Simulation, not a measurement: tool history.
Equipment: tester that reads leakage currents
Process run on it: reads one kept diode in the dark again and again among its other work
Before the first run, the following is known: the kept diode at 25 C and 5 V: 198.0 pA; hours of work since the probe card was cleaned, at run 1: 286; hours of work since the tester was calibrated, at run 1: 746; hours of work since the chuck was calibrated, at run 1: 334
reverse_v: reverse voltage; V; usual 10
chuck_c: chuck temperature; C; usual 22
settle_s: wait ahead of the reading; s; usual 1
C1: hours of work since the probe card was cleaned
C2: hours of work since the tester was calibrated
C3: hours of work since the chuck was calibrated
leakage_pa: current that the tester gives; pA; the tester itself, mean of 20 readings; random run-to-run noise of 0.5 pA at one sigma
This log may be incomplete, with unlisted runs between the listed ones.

Run 1, hour 0: usual settings; C1 286; C2 746; C3 334. Result: leakage_pa 206.68 pA.
Run 2, hour 34.2: usual settings; C1 305; C2 765; C3 353. Result: leakage_pa 206.2 pA.
Run 3, hour 76.2: usual settings; C1 328; C2 789; C3 376. Result: leakage_pa 205.67 pA.
Run 4, hour 107.9: usual settings but reverse_v 2.6 V; C1 346; C2 806; C3 394. Result: leakage_pa 108.62 pA.
Run 5, hour 155.8: usual settings but reverse_v 2.6 V; C1 373; C2 833; C3 421. Result: leakage_pa 107.67 pA.
Run 6, hour 184.7: usual settings but settle_s 0.67 s; C1 389; C2 849; C3 437. Result: leakage_pa 206.19 pA.
Run 7, hour 220.5: usual settings but settle_s 6.95 s; C1 409; C2 869; C3 457. Result: leakage_pa 202.13 pA.
Run 8, hour 246.4: usual settings but settle_s 6.95 s; C1 423; C2 884; C3 471. Result: leakage_pa 202.75 pA.
Run 9, hour 284.7: usual settings but reverse_v 13.6 V; C1 445; C2 905; C3 493. Result: leakage_pa 236.27 pA.
Run 10, hour 312.5: usual settings but settle_s 1.47 s; C1 460; C2 921; C3 508. Result: leakage_pa 202.61 pA.
At hour 319.7: probe card cleaned and baked.
Run 11, hour 360.8: usual settings but settle_s 1.16 s; C1 23; C2 946; C3 533. Result: leakage_pa 203.53 pA.
At hour 379.4: chuck's temperature calibrated.
Run 12, hour 387.4: usual settings but settle_s 1.16 s; C1 37; C2 960; C3 4. Result: leakage_pa 212.67 pA.
Run 13, hour 425.4: usual settings but chuck_c 21 C, settle_s 1.16 s; C1 58; C2 981; C3 26. Result: leakage_pa 193.68 pA.
Run 14, hour 449.4: usual settings; C1 71; C2 994; C3 39. Result: leakage_pa 211.79 pA.
At hour 460.6: probe card cleaned and baked, once more.
Run 15, hour 481.4: usual settings; C1 12; C2 1010; C3 55. Result: leakage_pa 209.18 pA.
Run 16, hour 524.5: usual settings but chuck_c 24 C, settle_s 1.93 s; C1 36; C2 1034; C3 79. Result: leakage_pa 250.2 pA.
Run 17, hour 571.1: usual settings but reverse_v 3.6 V, chuck_c 50 C, settle_s 2.93 s; C1 62; C2 1060; C3 105. Result: leakage_pa 1368.06 pA.
Run 18, hour 608.8: usual settings but reverse_v 1.5 V, chuck_c 24 C, settle_s 3.24 s; C1 83; C2 1081; C3 126. Result: leakage_pa 101.96 pA.
Run 19, hour 635.2: usual settings but reverse_v 1.5 V, chuck_c 29 C, settle_s 3.24 s; C1 98; C2 1096; C3 141. Result: leakage_pa 160.09 pA.
Run 20, hour 658.7: usual settings but reverse_v 5.9 V, chuck_c 48 C; C1 111; C2 1109; C3 154. Result: leakage_pa 1464.44 pA.
Run 21, hour 703: usual settings but reverse_v 7.6 V, chuck_c 34 C; C1 135; C2 1134; C3 179. Result: leakage_pa 527.69 pA.
Run 22, hour 742: usual settings but chuck_c 37 C, settle_s 6.29 s; C1 157; C2 1156; C3 201. Result: leakage_pa 771.8 pA.
Run 23, hour 772.6: usual settings but chuck_c 37 C, settle_s 6.29 s; C1 174; C2 1173; C3 218. Result: leakage_pa 768.95 pA.
Run 24, hour 805.5: usual settings but reverse_v 2.9 V, chuck_c 31 C, settle_s 1.25 s; C1 193; C2 1191; C3 236. Result: leakage_pa 257.86 pA.
Run 25, hour 841.2: usual settings but reverse_v 1.7 V, settle_s 3.38 s; C1 212; C2 1211; C3 256. Result: leakage_pa 88.83 pA.
Run 26, hour 864.8: usual settings but reverse_v 2.4 V, chuck_c 41 C, settle_s 2.19 s; C1 226; C2 1224; C3 269. Result: leakage_pa 544.06 pA.
Run 27, hour 890.8: usual settings but reverse_v 2.4 V, chuck_c 41 C, settle_s 2.19 s; C1 240; C2 1239; C3 284. Result: leakage_pa 546.54 pA.
Run 28, hour 918.1: usual settings but reverse_v 2.3 V, settle_s 2.94 s; C1 255; C2 1254; C3 299. Result: leakage_pa 102.45 pA.

What if the next run were any one of these 4? Each begins from the tool's condition after run 28:
Run A, hour 945.7: usual settings but reverse_v 5.3 V; C1 271; C2 1270; C3 314. Result: leakage_pa ?.
Run B, hour 945.7: usual settings but chuck_c 33 C; C1 271; C2 1270; C3 314. Result: leakage_pa ?.
Run C, hour 945.7: usual settings but reverse_v 9.7 V, settle_s 6.41 s; C1 271; C2 1270; C3 314. Result: leakage_pa ?.
Run D, hour 945.7: usual settings but reverse_v 2.3 V, chuck_c 43 C, settle_s 3.29 s; C1 271; C2 1270; C3 314. Result: leakage_pa ?.

run  leakage_pa
  A      151.82
  B       546.5
  C      200.65
  D       628.3
With no hidden state in the tool, these same runs would have given:
run  leakage_pa
  A      155.52
  B      559.53
  C      205.32
  D      643.08
